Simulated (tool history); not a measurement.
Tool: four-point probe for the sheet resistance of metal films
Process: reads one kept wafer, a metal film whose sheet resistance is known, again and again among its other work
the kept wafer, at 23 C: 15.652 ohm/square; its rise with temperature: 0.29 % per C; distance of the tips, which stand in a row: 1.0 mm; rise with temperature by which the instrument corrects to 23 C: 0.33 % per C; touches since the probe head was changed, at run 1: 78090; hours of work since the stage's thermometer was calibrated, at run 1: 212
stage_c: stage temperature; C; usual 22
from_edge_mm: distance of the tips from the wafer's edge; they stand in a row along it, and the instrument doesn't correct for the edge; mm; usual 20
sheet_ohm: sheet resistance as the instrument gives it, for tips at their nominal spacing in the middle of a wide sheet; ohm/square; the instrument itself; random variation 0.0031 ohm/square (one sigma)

run,hour,stage_c,from_edge_mm,touches since the probe head was changed,hours of work since the stage's thermometer was calibrated,sheet_ohm
1,0,22,20,78090,212,15.712664
2,13.7,22,20,78728,220,15.710131
3,27,22,10,79349,227,15.774896
4,39.7,22,20,79940,234,15.714124
5,56.1,22,20,80705,243,15.715026
6,75.7,22,20,81616,254,15.710652
7,95.6,25,20,82547,266,15.699041
8,113.3,25,20,83370,276,15.697622
9,136.9,25,20,84472,289,15.695241
10,156.4,23,20,85379,300,15.707171
11,179.6,23,8,86460,313,15.821065
12,199.5,23,8,87387,324,15.822582
13,218.8,23,8,88288,335,15.820664
14,230.7,22,20,88841,342,15.721655
15,249.2,22,20,89703,352,15.71626
16,263.6,22,20,90376,360,15.714217
17,286,22,20,91423,373,15.72314
# hour 288.1: stage's thermometer calibrated
18,301.4,19,20,92116,8,15.743885
19,318.4,22,20,92909,17,15.728285
20,342.1,22,20,94011,30,15.732966
21,364,24,20,95032,43,15.718507
22,377.8,25,21,95674,51,15.711552
# hour 380.1: stage's thermometer calibrated, once more
23,392,27,11,96314,7,15.735933
24,410.4,27,11,97172,17,15.736587
25,427.5,30,50,97970,27,15.651367
26,441.1,22,50,98606,34,15.700847
27,462.7,22,50,99613,47,15.706154
28,484.2,22,50,100615,59,15.700503
29,501.6,22,50,101424,69,15.711577
30,513.2,22,50,101963,75,15.709063
31,533.6,22,26,102914,87,15.711804
32,550.2,22,9,103691,96,15.804859
33,570.3,22,9,104626,107,15.805162
34,583.9,22,9,105262,115,15.815265
35,604,20,9,106197,126,15.819138
36,623.6,21,27,107109,137,15.721844
37,643.4,21,27,108035,149,15.722541
38,655.9,24,6,108615,156,15.927786
39,668.3,28,7,109193,163,15.840979

Hidden state at the last listed run before each entry between runs and at the first one after, where it differs:
Between runs 17 and 18: stage's thermometer calibrated (hour 288.1)
  inner tips' distance over the nominal, %: 0.207 -> 0.21; wafer's true temperature over the reading, C: 0.17 -> 0.28
  measured less the result without the state, sheet_ohm: +0.042649 -> +0.048366 ohm/square
Between runs 22 and 23: stage's thermometer calibrated, once more (hour 380.1)
  inner tips' distance over the nominal, %: 0.225 -> 0.227; wafer's true temperature over the reading, C: 0.29 -> -0.03
  measured less the result without the state, sheet_ohm: +0.051161 -> +0.037235 ohm/square
